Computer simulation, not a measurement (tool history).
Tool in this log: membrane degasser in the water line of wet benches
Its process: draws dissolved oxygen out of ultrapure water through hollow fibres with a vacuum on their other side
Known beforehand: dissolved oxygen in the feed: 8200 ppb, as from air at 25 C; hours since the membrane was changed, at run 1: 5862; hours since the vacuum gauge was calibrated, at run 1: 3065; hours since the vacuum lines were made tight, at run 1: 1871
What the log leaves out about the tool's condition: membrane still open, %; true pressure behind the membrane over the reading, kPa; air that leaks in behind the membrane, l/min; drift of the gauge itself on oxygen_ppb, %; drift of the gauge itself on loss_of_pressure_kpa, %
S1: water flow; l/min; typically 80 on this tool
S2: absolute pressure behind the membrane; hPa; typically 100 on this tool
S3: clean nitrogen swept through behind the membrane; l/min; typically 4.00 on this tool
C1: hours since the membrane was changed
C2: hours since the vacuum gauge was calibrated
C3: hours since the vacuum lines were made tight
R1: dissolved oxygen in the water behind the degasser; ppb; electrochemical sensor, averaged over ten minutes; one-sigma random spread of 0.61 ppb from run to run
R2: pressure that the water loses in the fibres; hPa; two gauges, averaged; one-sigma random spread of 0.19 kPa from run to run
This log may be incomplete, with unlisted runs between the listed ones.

Run 1, day 0.000: usual settings; C1 5862; C2 3065; C3 1871. Result: R1 296.1 ppb, R2 376.5 hPa.
Run 2, day 5.483: usual settings; C1 5994; C2 3196; C3 2003. Result: R1 295.8 ppb, R2 378.4 hPa.
Run 3, day 14.754: usual settings; C1 6216; C2 3419; C3 2225. Result: R1 295.6 ppb, R2 377.1 hPa.
Run 4, day 22.621: usual settings; C1 6405; C2 3608; C3 2414. Result: R1 294.8 ppb, R2 378.5 hPa.
Run 5, day 31.000: usual settings; C1 6606; C2 3809; C3 2615. Result: R1 294.6 ppb, R2 378.1 hPa.
Run 6, day 35.271: usual settings; C1 6709; C2 3911; C3 2718. Result: R1 295.2 ppb, R2 378.2 hPa.
Run 7, day 42.771: usual settings but S2 79 hPa; C1 6889; C2 4091; C3 2898. Result: R1 206.3 ppb, R2 380.2 hPa.
Run 8, day 47.879: usual settings but S2 79 hPa; C1 7011; C2 4214; C3 3020. Result: R1 207.0 ppb, R2 379.0 hPa.
Run 9, day 54.979: usual settings but S2 79 hPa; C1 7182; C2 4384; C3 3191. Result: R1 207.6 ppb, R2 376.6 hPa.
Run 10, day 58.925: usual settings but S2 79 hPa; C1 7276; C2 4479; C3 3286. Result: R1 206.7 ppb, R2 380.3 hPa.
Run 11, day 63.875: usual settings but S2 79 hPa; C1 7395; C2 4598; C3 3404. Result: R1 206.0 ppb, R2 381.8 hPa.
At day 65.588: vacuum gauge calibrated.
Run 12, day 68.033: usual settings but S2 79 hPa; C1 7494; C2 59; C3 3504. Result: R1 206.8 ppb, R2 379.3 hPa.
Run 13, day 75.321: usual settings but S2 79 hPa; C1 7669; C2 234; C3 3679. Result: R1 206.6 ppb, R2 379.5 hPa.
Run 14, day 82.821: usual settings but S2 79 hPa; C1 7849; C2 414; C3 3859. Result: R1 206.8 ppb, R2 380.1 hPa.
Run 15, day 86.896: usual settings; C1 7947; C2 511; C3 3956. Result: R1 295.3 ppb, R2 388.2 hPa.
Run 16, day 95.000: usual settings but S1 120 l/min; C1 8142; C2 706; C3 4151. Result: R1 428.0 ppb, R2 576.0 hPa.
Run 17, day 99.729: usual settings but S1 105 l/min, S3 6.97 l/min; C1 8255; C2 819; C3 4264. Result: R1 237.4 ppb, R2 507.2 hPa.
At day 107.171: gauge calibrated.
Run 18, day 108.325: usual settings but S1 74 l/min, S2 119 hPa; C1 8461; C2 1026; C3 4471. Result: R1 349.4 ppb, R2 348.1 hPa.
Run 19, day 114.425: usual settings but S1 99 l/min, S3 2.23 l/min; C1 8608; C2 1172; C3 4617. Result: R1 565.7 ppb, R2 470.4 hPa.
Run 20, day 121.554: usual settings but S1 109 l/min, S2 121 hPa, S3 3.42 l/min; C1 8779; C2 1343; C3 4788. Result: R1 569.7 ppb, R2 513.2 hPa.
Run 21, day 126.612: usual settings but S1 109 l/min, S2 173 hPa, S3 3.33 l/min; C1 8900; C2 1465; C3 4910. Result: R1 884.1 ppb, R2 513.2 hPa.
Run 22, day 134.362: usual settings but S1 109 l/min, S2 173 hPa, S3 3.33 l/min; C1 9086; C2 1651; C3 5096. Result: R1 881.8 ppb, R2 519.6 hPa.
Run 23, day 140.862: usual settings but S1 74 l/min, S2 101 hPa; C1 9242; C2 1807; C3 5252. Result: R1 279.1 ppb, R2 351.7 hPa.
Run 24, day 149.312: usual settings but S1 74 l/min, S2 101 hPa; C1 9445; C2 2009; C3 5454. Result: R1 279.1 ppb, R2 352.1 hPa.
Run 25, day 154.283: usual settings but S2 72 hPa, S3 2.21 l/min; C1 9564; C2 2129; C3 5574. Result: R1 288.3 ppb, R2 380.0 hPa.
Run 26, day 158.271: usual settings but S1 105 l/min, S2 233 hPa, S3 4.41 l/min; C1 9660; C2 2224; C3 5669. Result: R1 946.5 ppb, R2 498.7 hPa.
Run 27, day 163.304: usual settings but S1 105 l/min, S2 233 hPa, S3 4.41 l/min; C1 9781; C2 2345; C3 5790. Result: R1 945.5 ppb, R2 500.0 hPa.
Run 28, day 169.554: usual settings but S1 105 l/min, S2 233 hPa, S3 4.41 l/min; C1 9931; C2 2495; C3 5940. Result: R1 941.1 ppb, R2 501.0 hPa.
Run 29, day 178.617: usual settings but S1 94 l/min, S2 130 hPa, S3 6.35 l/min; C1 10148; C2 2713; C3 6158. Result: R1 325.5 ppb, R2 446.6 hPa.
Run 30, day 184.783: usual settings but S1 114 l/min, S2 130 hPa, S3 6.35 l/min; C1 10296; C2 2861; C3 6306. Result: R1 391.8 ppb, R2 546.9 hPa.
Run 31, day 193.117: usual settings but S1 120 l/min, S2 88 hPa, S3 5.31 l/min; C1 10496; C2 3061; C3 6506. Result: R1 285.2 ppb, R2 576.9 hPa.
Run 32, day 199.308: usual settings but S1 68 l/min, S2 74 hPa, S3 2.38 l/min; C1 10645; C2 3209; C3 6654. Result: R1 249.2 ppb, R2 327.6 hPa.

Each row is a separate what-if for the run after 32, all from the same tool condition, not one after another. Results?
Run A, day 205.892: usual settings but S1 69 l/min, S2 68 hPa, S3 4.96 l/min; C1 10803; C2 3367; C3 6812. Result: R1 ?, R2 ?.
Run B, day 205.892: usual settings but S1 82 l/min, S2 190 hPa; C1 10803; C2 3367; C3 6812. Result: R1 ?, R2 ?.
Run C, day 205.892: usual settings but S1 68 l/min, S2 83 hPa, S3 2.38 l/min; C1 10803; C2 3367; C3 6812. Result: R1 ?, R2 ?.
Run D, day 205.892: usual settings but S1 68 l/min, S2 121 hPa, S3 2.09 l/min; C1 10803; C2 3367; C3 6812. Result: R1 ?, R2 ?.

run     R1     R2
  A  114.8  330.4
  B  669.3  393.5
  C  301.5  326.4
  D  569.0  328.2
Take away the tool's hidden state, keep each run's random variation, and the runs would have read:
run     R1     R2
  A  114.8  322.1
  B  669.1  383.6
  C  301.5  318.2
  D  568.9  320.0

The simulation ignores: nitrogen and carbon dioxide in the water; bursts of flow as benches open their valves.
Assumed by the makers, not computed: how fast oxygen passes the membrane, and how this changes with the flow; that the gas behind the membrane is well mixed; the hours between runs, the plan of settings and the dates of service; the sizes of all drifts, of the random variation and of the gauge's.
